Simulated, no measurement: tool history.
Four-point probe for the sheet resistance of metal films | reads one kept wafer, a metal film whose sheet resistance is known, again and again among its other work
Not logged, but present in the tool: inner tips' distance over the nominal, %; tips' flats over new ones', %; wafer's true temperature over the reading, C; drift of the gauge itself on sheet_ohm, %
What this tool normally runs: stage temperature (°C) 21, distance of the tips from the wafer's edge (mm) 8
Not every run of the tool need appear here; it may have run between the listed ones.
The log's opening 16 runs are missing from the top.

run    hour  stage temperature (°C)  distance of the tips from the wafer's edge (mm)  touches since the probe head was changed  hours of work since the stage's thermometer was calibrated  sheet resistance as the instrument gives it (ohm/square)
 17  1357.6                      21                                                8                                     17684                                                        2123                                                  0.526092
     1372.4  -- stage's thermometer calibrated
 18  1481.4                      24                                               74                                     18952                                                          51                                                  0.524387
 19  1605.2                      24                                               74                                     20225                                                         108                                                  0.524316
 20  1681.6                      22                                               74                                     21010                                                         143                                                  0.523840
 21  1771.4                      22                                               74                                     21933                                                         185                                                  0.523928
 22  1825.6                      18                                                8                                     22490                                                         210                                                  0.527213
 23  1947.0                      18                                                8                                     23738                                                         267                                                  0.526972
 24  2064.3                      21                                                9                                     24944                                                         321                                                  0.526940
 25  2124.2                      21                                                9                                     25560                                                         349                                                  0.527003
 26  2205.0                      26                                               36                                     26390                                                         386                                                  0.524910
 27  2323.9                      26                                               36                                     27613                                                         442                                                  0.524960
 28  2375.5                      21                                               50                                     28143                                                         466                                                  0.523622

What will run 29 give?
 29  2437.9                      22                                               52                                     28785                                                         495                                                         ?

sheet resistance as the instrument gives it (ohm/square): 0.523758
Minus the tool's unlogged condition, the same run would have read sheet resistance as the instrument gives it (ohm/square) 0.524460.
